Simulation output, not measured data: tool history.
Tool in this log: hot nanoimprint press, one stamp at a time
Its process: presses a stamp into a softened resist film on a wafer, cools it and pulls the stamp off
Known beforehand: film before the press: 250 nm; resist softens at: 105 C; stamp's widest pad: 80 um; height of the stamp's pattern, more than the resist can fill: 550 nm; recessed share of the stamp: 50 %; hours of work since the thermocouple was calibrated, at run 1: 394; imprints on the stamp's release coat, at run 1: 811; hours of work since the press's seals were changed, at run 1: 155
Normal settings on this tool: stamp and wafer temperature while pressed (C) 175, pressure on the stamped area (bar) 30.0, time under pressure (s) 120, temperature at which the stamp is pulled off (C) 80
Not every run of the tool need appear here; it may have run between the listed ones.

run	hour	stamp and wafer temperature while pressed (C)	pressure on the stamped area (bar)	time under pressure (s)	temperature at which the stamp is pulled off (C)	hours of work since the thermocouple was calibrated	imprints on the stamp's release coat	hours of work since the press's seals were changed	resist left under the stamp's widest pad (Å)	greatest force while the stamp is pulled off (N)
1	0.0	175	30.0	120	80	394	811	155	1304	118
2	17.1	175	30.0	120	80	401	855	162	1300	118
# hour 23.2: plate thermocouple calibrated
3	29.8	175	30.0	120	80	3	879	166	1338	129
4	47.7	175	30.0	120	80	10	925	173	1333	127
5	57.9	175	30.0	120	80	14	951	178	1330	122
6	75.1	175	30.0	195	80	21	995	185	1117	120
# hour 82.2: plate thermocouple calibrated, once more
7	95.6	175	30.0	195	80	6	1039	192	1035	121
8	107.5	175	30.0	195	80	10	1069	197	1032	127
9	121.2	175	32.5	195	80	16	1104	202	995	126
10	139.9	175	32.5	195	80	24	1152	210	1000	126
11	155.3	175	32.5	195	80	30	1191	216	1005	126
12	164.6	175	32.5	195	80	34	1215	220	1007	128
13	179.5	175	32.5	195	80	40	1252	226	990	127
14	194.6	164	30.0	120	68	46	1291	232	1692	147
15	202.6	164	30.0	120	68	50	1311	236	1700	146
16	211.0	185	30.0	120	74	53	1333	239	928	145
17	225.3	186	30.0	122	80	59	1369	245	900	130
18	233.4	186	41.6	122	80	62	1390	248	764	132
19	250.1	186	41.6	122	80	69	1432	255	763	129
20	262.5	169	20.5	163	87	74	1464	260	1570	121
21	277.2	169	20.5	163	87	80	1501	267	1556	120

Alternative continuations, all from the tool just after run 21; predict every row:
A	295.6	175	30.0	236	74	88	1548	274	?	?
B	295.6	169	20.5	215	71	88	1548	274	?	?
C	295.6	169	46.8	163	72	88	1548	274	?	?
D	295.6	169	35.7	163	87	88	1548	274	?	?
E	295.6	169	20.5	80	87	88	1548	274	?	?

run	resist left under the stamp's widest pad (Å)	greatest force while the stamp is pulled off (N)
A	970	140
B	1434	148
C	1112	147
D	1257	120
E	1870	122
What these runs would have given with no unlogged condition in the tool:
run	resist left under the stamp's widest pad (Å)	greatest force while the stamp is pulled off (N)
A	958	107
B	1423	113
C	1091	113
D	1240	92
E	1861	94

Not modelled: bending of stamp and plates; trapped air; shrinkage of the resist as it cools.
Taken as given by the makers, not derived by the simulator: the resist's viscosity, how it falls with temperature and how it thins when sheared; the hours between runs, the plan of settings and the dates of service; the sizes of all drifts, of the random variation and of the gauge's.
